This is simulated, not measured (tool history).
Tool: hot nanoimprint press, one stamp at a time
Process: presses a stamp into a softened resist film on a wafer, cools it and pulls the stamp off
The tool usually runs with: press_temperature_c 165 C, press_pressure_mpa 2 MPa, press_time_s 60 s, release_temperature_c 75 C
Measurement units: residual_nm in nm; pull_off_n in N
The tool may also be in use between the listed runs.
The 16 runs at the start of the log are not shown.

{"run": 17, "hour": 292.6, "press_temperature_c": 168, "press_pressure_mpa": 1.37, "press_time_s": 60, "release_temperature_c": 81, "residual_nm": 333.3, "pull_off_n": 203}
{"run": 18, "hour": 318.8, "press_temperature_c": 168, "press_pressure_mpa": 1.37, "press_time_s": 60, "release_temperature_c": 81, "residual_nm": 337.7, "pull_off_n": 208}
{"run": 19, "hour": 340.2, "press_temperature_c": 168, "press_pressure_mpa": 1.37, "press_time_s": 60, "release_temperature_c": 81, "residual_nm": 338, "pull_off_n": 206}
{"run": 20, "hour": 361.3, "press_temperature_c": 174, "press_pressure_mpa": 2.23, "press_time_s": 38, "release_temperature_c": 74, "residual_nm": 228.8, "pull_off_n": 238}
{"run": 21, "hour": 377.7, "press_temperature_c": 174, "press_pressure_mpa": 2.28, "press_time_s": 43, "release_temperature_c": 67, "residual_nm": 213.5, "pull_off_n": 278}
{"hour": 382.8, "done": "plate thermocouple calibrated"}
{"run": 22, "hour": 394.2, "press_temperature_c": 174, "press_pressure_mpa": 2.28, "press_time_s": 43, "release_temperature_c": 67, "residual_nm": 216.9, "pull_off_n": 273}
{"run": 23, "hour": 405.2, "press_temperature_c": 174, "press_pressure_mpa": 2.28, "press_time_s": 43, "release_temperature_c": 67, "residual_nm": 216.8, "pull_off_n": 283}
{"run": 24, "hour": 428.6, "press_temperature_c": 172, "press_pressure_mpa": 2.28, "press_time_s": 64, "release_temperature_c": 82, "residual_nm": 207.3, "pull_off_n": 210}
{"run": 25, "hour": 439.4, "press_temperature_c": 172, "press_pressure_mpa": 2.28, "press_time_s": 64, "release_temperature_c": 82, "residual_nm": 211.5, "pull_off_n": 214}
{"run": 26, "hour": 455.8, "press_temperature_c": 177, "press_pressure_mpa": 2.37, "press_time_s": 63, "release_temperature_c": 66, "residual_nm": 152.3, "pull_off_n": 291}
{"hour": 475.6, "done": "plate thermocouple calibrated, once more"}
{"run": 27, "hour": 477.3, "press_temperature_c": 162, "press_pressure_mpa": 2.42, "press_time_s": 43, "release_temperature_c": 61, "residual_nm": 409.6, "pull_off_n": 309}
{"run": 28, "hour": 492.3, "press_temperature_c": 163, "press_pressure_mpa": 1.94, "press_time_s": 60, "release_temperature_c": 74, "residual_nm": 381, "pull_off_n": 246}
{"run": 29, "hour": 506.3, "press_temperature_c": 163, "press_pressure_mpa": 1.94, "press_time_s": 60, "release_temperature_c": 74, "residual_nm": 379.9, "pull_off_n": 249}
{"run": 30, "hour": 526.3, "press_temperature_c": 173, "press_pressure_mpa": 2, "press_time_s": 39, "release_temperature_c": 75, "residual_nm": 243.4, "pull_off_n": 246}
{"run": 31, "hour": 548.3, "press_temperature_c": 165, "press_pressure_mpa": 2, "press_time_s": 60, "release_temperature_c": 61, "residual_nm": 337.4, "pull_off_n": 315}

Each row is a separate what-if for the run after 31, all from the same tool condition, not one after another. Results?
{"run": "A", "hour": 571.9, "press_temperature_c": 165, "press_pressure_mpa": 1.54, "press_time_s": 60, "release_temperature_c": 75, "residual_nm": "?", "pull_off_n": "?"}
{"run": "B", "hour": 571.9, "press_temperature_c": 165, "press_pressure_mpa": 2, "press_time_s": 100, "release_temperature_c": 61, "residual_nm": "?", "pull_off_n": "?"}
{"run": "C", "hour": 571.9, "press_temperature_c": 171, "press_pressure_mpa": 1.62, "press_time_s": 60, "release_temperature_c": 75, "residual_nm": "?", "pull_off_n": "?"}

run=A residual_nm=374.7 pull_off_n=250
run=B residual_nm=277.1 pull_off_n=316
run=C residual_nm=256.8 pull_off_n=254
Without the tool's unlogged condition, the same runs would have read:
run=A residual_nm=366.5 pull_off_n=202
run=B residual_nm=267.8 pull_off_n=255
run=C residual_nm=249.7 pull_off_n=205

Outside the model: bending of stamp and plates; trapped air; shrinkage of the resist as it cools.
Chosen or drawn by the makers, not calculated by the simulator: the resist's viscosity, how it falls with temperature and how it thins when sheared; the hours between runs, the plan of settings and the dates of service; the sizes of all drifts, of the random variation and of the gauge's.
